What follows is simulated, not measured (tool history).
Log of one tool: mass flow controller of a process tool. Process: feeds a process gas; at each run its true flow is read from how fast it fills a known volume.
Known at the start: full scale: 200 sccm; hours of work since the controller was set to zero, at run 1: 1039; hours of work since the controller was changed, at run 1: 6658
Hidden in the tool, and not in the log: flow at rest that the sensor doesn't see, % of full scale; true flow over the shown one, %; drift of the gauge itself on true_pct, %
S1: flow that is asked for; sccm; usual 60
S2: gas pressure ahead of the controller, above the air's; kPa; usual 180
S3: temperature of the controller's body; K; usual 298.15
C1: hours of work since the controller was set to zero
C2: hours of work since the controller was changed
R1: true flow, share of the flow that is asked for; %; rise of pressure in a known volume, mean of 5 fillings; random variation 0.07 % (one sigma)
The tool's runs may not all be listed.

run 1 day=0.000 | S1=60 S2=180 S3=298.15 | C1=1039 C2=6658 | R1=99.40
run 2 day=17.379 | S1=60 S2=180 S3=298.15 | C1=1347 C2=6966 | R1=99.30
run 3 day=25.621 | S1=60 S2=180 S3=300.15 | C1=1494 C2=7113 | R1=99.30
run 4 day=37.188 | S1=60 S2=180 S3=298.15 | C1=1699 C2=7318 | R1=99.25
run 5 day=53.842 | S1=60 S2=180 S3=298.15 | C1=1995 C2=7614 | R1=99.06
run 6 day=71.025 | S1=60 S2=180 S3=298.15 | C1=2300 C2=7919 | R1=98.91
run 7 day=82.921 | S1=60 S2=180 S3=298.15 | C1=2511 C2=8130 | R1=98.91
run 8 day=91.325 | S1=60 S2=180 S3=304.15 | C1=2661 C2=8280 | R1=99.33
-- day=98.938 controller exchanged for a calibrated one
run 9 day=108.579 | S1=60 S2=180 S3=304.15 | C1=171 C2=171 | R1=99.24
run 10 day=117.392 | S1=60 S2=187 S3=298.15 | C1=328 C2=328 | R1=98.54
run 11 day=129.183 | S1=60 S2=187 S3=298.15 | C1=537 C2=537 | R1=98.64
run 12 day=141.508 | S1=60 S2=180 S3=298.15 | C1=756 C2=756 | R1=98.71
run 13 day=157.508 | S1=123 S2=207 S3=307.15 | C1=1040 C2=1040 | R1=99.41
run 14 day=171.692 | S1=123 S2=207 S3=307.15 | C1=1292 C2=1292 | R1=99.24
run 15 day=181.579 | S1=169 S2=222 S3=307.15 | C1=1468 C2=1468 | R1=99.36
run 16 day=198.925 | S1=39 S2=150 S3=293.15 | C1=1776 C2=1776 | R1=97.77
run 17 day=210.642 | S1=39 S2=150 S3=293.15 | C1=1984 C2=1984 | R1=97.79
run 18 day=220.042 | S1=30 S2=171 S3=299.15 | C1=2151 C2=2151 | R1=98.00
run 19 day=232.329 | S1=121 S2=148 S3=312.15 | C1=2369 C2=2369 | R1=99.33
run 20 day=246.700 | S1=78 S2=178 S3=312.15 | C1=2624 C2=2624 | R1=99.03
run 21 day=254.108 | S1=75 S2=180 S3=298.15 | C1=2756 C2=2756 | R1=97.95
run 22 day=271.700 | S1=26 S2=150 S3=306.15 | C1=3068 C2=3068 | R1=98.35
run 23 day=280.721 | S1=26 S2=166 S3=306.15 | C1=3228 C2=3228 | R1=98.10

3 ways to go on from here, each from the tool as it stands after run 23. What would each give?
run A day=292.267 | S1=113 S2=179 S3=305.15 | C1=3433 C2=3433 | R1=?
run B day=292.267 | S1=60 S2=170 S3=298.15 | C1=3433 C2=3433 | R1=?
run C day=292.267 | S1=26 S2=210 S3=306.15 | C1=3433 C2=3433 | R1=?

run=A R1=98.45
run=B R1=97.51
run=C R1=98.03
Without the tool's hidden state the same runs would have given:
run=A R1=100.14
run=B R1=99.18
run=C R1=99.70

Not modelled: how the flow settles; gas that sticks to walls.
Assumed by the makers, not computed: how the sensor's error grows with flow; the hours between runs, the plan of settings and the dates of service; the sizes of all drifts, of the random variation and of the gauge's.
